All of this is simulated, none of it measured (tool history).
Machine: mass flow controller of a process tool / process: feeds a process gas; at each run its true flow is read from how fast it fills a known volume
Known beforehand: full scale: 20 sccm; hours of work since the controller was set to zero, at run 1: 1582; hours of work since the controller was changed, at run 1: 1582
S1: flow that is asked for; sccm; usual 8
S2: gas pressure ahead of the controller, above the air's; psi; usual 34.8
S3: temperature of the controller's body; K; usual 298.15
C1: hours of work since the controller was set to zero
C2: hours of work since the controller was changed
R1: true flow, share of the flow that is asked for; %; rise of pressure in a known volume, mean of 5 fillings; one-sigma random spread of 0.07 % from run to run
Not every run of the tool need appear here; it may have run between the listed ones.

run	day	S1	S2	S3	C1	C2	R1
1	0	8	34.8	298.15	1582	1582	98.8
2	7.921	8	34.8	298.15	1677	1677	98.97
3	15.467	8	34.8	299.15	1767	1767	99.16
4	21.712	8	34.8	298.15	1842	1842	99.28
5	29.058	8	34.8	298.15	1930	1930	99.42
6	37.375	8	34.8	298.15	2029	2029	99.68
7	44.475	8	30.6	298.15	2114	2114	100.05
8	51.492	8	30.6	298.15	2198	2198	100.22
9	57.733	8	30.6	298.15	2273	2273	100.3
10	63.771	8	21.5	298.15	2345	2345	100.61
11	70.308	3	20.6	297.15	2424	2424	100.51
12	77.562	3	20.6	297.15	2510	2510	100.57
13	84.942	19	35.4	294.15	2599	2599	101.97
14	93.05	19	35.4	294.15	2696	2696	102.46
# day 95.408: gauge calibrated
15	96.675	19	35.4	294.15	2739	2739	100.25
16	101.721	3	23.1	298.15	2800	2800	98.82
17	106.067	3	23.1	298.15	2852	2852	98.94

5 options for the next run, each taken on its own from the tool as it stands now. Forecast them:
A	111.638	3	23.1	297.15	2918	2918	?
B	111.638	12	35.2	298.15	2918	2918	?
C	111.638	9	31.2	304.15	2918	2918	?
D	111.638	4	24.2	303.15	2918	2918	?
E	111.638	3	23.1	299.15	2918	2918	?

run	R1
A	99.25
B	99.6
C	98.83
D	98.62
E	99.08
The same runs, with their run-to-run variation unchanged, on a tool lacking any hidden condition would have given:
run	R1
A	98.85
B	99.21
C	98.45
D	98.23
E	98.68
